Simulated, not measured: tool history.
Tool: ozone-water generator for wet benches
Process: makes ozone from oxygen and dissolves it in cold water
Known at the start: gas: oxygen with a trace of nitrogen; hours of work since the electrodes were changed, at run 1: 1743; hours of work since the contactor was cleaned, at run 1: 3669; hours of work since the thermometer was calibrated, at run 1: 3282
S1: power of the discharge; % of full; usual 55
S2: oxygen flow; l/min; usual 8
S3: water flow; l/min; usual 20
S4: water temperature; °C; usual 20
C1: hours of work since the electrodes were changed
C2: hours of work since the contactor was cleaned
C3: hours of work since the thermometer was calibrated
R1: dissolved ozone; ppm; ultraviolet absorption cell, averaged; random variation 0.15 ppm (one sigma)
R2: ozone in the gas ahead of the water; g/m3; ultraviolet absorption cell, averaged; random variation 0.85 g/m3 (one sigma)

run    hour  S1     S2  S3  S4    C1    C2    C3    R1     R2
  1       0  55      8  20  20  1743  3669  3282  17.8  134.3
         34  -- contactor cleaned
  2    95.3  55  12.31  20  20  1831    59  3370    16  107.9
  3   143.1  55  12.31  20  20  1877   105  3416    16  106.5
  4   232.1  55      8  20  20  1963   191  3501  16.8  134.2
  5   279.5  55      8  20  20  2008   237  3547  17.3  132.9
  6   341.4  55      8  20  12  2068   296  3607  19.5    134
  7   398.2  55      8  20  12  2123   351  3661  19.4  133.1
      421.6  -- contactor cleaned, once more
  8   458.9  55      8  20  20  2177    36  3716  18.8  133.8
  9   517.7  55      8  20  20  2234    93  3773  18.3    134
 10   603.4  55      8  20  20  2317   175  3855  18.3  132.2
 11   642.6  74      8  20  20  2354   213  3893  22.7  162.5
 12   725.5  74      8  20  20  2434   293  3973  22.6  163.4
 13   767.7  74      8  20  20  2475   333  4013  22.4  162.2
 14   829.7  74      8  20  20  2535   393  4073  22.5    163
        851  -- water thermometer calibrated
 15   917.3  55      8  20  20  2618   477    64  18.4    131
 16   986.5  55      8  20  20  2685   544   131  18.4    132
 17  1029.1  69      8  20  20  2726   585   172  21.4  155.5
 18  1120.5  69      8  20  20  2814   673   260  21.6  152.6
 19  1207.8  86   5.22  23  20  2898   757   344  22.8  222.5
 20  1287.7  64   5.22  23  20  2975   834   421  18.4  182.7
 21  1347.5  55   6.84  20  20  3033   891   478  18.3  141.4
 22    1407  75   5.97  20  20  3090   949   536  22.8  188.6
 23  1485.9  59  13.22  16  20  3166  1025   612  19.6  106.8
 24  1548.1  55      8  22  20  3226  1085   672  17.1  130.9
 25    1596  55   9.58  20  15  3272  1131   718  19.3  120.2
 26  1664.9  92   6.64  20  20  3339  1197   784    26  203.9
 27  1756.5  64      8  14  14  3427  1285   872  27.1  145.1
 28  1809.8  64      8  14  14  3478  1337   924  27.5  143.9
 29  1852.7  64   4.66  24  16  3520  1378   965    18    189
 30  1940.1  55   8.65  14  20  3604  1462  1049  21.7  124.4
 31  1987.8  55   8.65  14  20  3650  1508  1095  21.6  124.7
 32  2066.3  77   5.28  24  15  3725  1584  1171  21.1  201.3
 33  2116.5  55   9.38  16  27  3774  1632  1219  16.6  119.2

3 ways to go on from here, each from the tool as it stands after run 33. What would each give?
  A  2201.5  81  4.55  20  27  3856  1714  1301   ?   ?
  B  2201.5  76  6.72  16  13  3856  1714  1301   ?   ?
  C  2201.5  43   4.7  12  27  3856  1714  1301   ?   ?

run    R1     R2
  A  20.7  221.5
  B  29.4  174.4
  C  18.6  141.5
Without the tool's hidden state the same runs would have given:
run    R1     R2
  A  23.4  242.5
  B  32.9  190.2
  C  20.1  149.3

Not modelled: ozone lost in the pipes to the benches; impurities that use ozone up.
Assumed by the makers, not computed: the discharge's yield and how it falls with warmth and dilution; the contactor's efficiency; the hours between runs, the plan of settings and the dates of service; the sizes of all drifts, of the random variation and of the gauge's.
